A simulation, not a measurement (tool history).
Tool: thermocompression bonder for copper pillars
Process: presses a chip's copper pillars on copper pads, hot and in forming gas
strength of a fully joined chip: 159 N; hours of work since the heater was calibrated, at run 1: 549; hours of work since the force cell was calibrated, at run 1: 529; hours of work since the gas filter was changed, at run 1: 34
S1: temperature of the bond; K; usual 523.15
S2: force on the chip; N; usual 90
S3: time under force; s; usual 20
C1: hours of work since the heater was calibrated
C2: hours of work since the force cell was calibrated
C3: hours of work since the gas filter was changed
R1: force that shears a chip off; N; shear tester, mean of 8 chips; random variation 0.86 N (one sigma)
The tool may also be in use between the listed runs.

run   hour      S1   S2  S3   C1   C2   C3    R1
  1      0  523.15   90  20  549  529   34  69.5
  2   13.3  523.15   90  20  560  539   44  67.6
  3   30.1  523.15   90  20  573  552   57  68.9
  4   39.6  523.15   90  20  580  560   64  67.5
  5   54.3  523.15   90  20  591  571   76  68.3
      57.6  -- heater calibrated with a thermocouple chip
  6   70.7  523.15   90  20   10  582   87  65.5
  7   83.5  508.15   90  21   20  592   97    54
  8    103  507.15  101  26   35  607  112  62.7
  9    122  507.15  101  26   50  622  126  61.6
 10  136.7  508.15   70  24   61  633  138  46.7
 11  151.1  508.15   90  28   72  644  149  60.9
 12  163.4  508.15  108  28   82  654  158  67.1

Forecast each of these 5 alternatives for the next run:
     169.3  -- heater calibrated with a thermocouple chip, once more
  A  183.2  500.15  108  28  11  667  172   ?
     169.3  -- heater calibrated with a thermocouple chip, once more
  B  183.2  508.15  108  13  11  667  172   ?
     169.3  -- heater calibrated with a thermocouple chip, once more
  C  183.2  523.15   85  13  11  667  172   ?
     169.3  -- heater calibrated with a thermocouple chip, once more
  D  183.2  523.15   90  40  11  667  172   ?
     169.3  -- heater calibrated with a thermocouple chip, once more
  E  183.2  508.15   70  28  11  667  172   ?

run    R1
  A  63.2
  B    53
  C  54.2
  D  85.5
  E  50.3
Without the tool's hidden state the same runs would have given:
run    R1
  A  66.1
  B  55.3
  C  56.6
  D  89.7
  E  52.5
